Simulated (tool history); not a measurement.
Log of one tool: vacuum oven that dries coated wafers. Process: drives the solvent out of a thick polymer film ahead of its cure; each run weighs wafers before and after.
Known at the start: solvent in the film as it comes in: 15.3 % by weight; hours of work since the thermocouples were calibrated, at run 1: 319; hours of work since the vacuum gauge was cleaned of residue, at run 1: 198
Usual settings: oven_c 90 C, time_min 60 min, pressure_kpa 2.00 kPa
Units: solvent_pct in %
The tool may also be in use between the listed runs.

run   hour  oven_c  time_min  pressure_kpa  hours of work since the thermocouples were calibrated  hours of work since the vacuum gauge was cleaned of residue  solvent_pct
  1    0.0      90        60          2.00                                                    319                                                          198         0.84
  2   17.5      86        60          2.00                                                    333                                                          212         1.25
  3   55.2      86        60          2.00                                                    362                                                          241         1.25
  4   80.3      86        60          2.00                                                    381                                                          260         1.27
  5  113.2     102        60          2.00                                                    406                                                          285         0.30
  6  138.7      90        60          2.25                                                    426                                                          305         0.89
  7  175.9      90        60          2.25                                                    455                                                          334         0.91
  8  195.4      90        60          2.25                                                    470                                                          349         0.87
     200.4  -- vacuum gauge cleaned of residue and calibrated
  9  213.0      84        60          2.00                                                    482                                                           10         1.60
 10  250.9      90        60          2.01                                                    511                                                           39         0.86
 11  274.3      90        60          2.00                                                    529                                                           57         0.86
 12  304.7      90        60          2.00                                                    553                                                           80         0.83
 13  334.3      90        60          3.94                                                    575                                                          103         1.26
     338.3  -- vacuum gauge cleaned of residue and calibrated, once more
 14  353.1      90        60          3.94                                                    589                                                           11         1.23
 15  383.3      99        94          3.99                                                    612                                                           35         0.57
 16  406.8      99        94          3.99                                                    630                                                           53         0.59
 17  427.2      88        87          3.67                                                    646                                                           68         1.01
 18  448.6      81        53          6.66                                                    662                                                           85         3.78
 19  471.2      81        53          6.66                                                    680                                                          102         3.79
 20  506.3      81        60          1.50                                                    707                                                          129         1.99

Forecast run 21:
 21  540.3      81        60          2.50                                                    733                                                          155            ?

Run 21 gave solvent_pct 2.29 %.
Without the tool's hidden state the same run would have given solvent_pct 2.19 %.

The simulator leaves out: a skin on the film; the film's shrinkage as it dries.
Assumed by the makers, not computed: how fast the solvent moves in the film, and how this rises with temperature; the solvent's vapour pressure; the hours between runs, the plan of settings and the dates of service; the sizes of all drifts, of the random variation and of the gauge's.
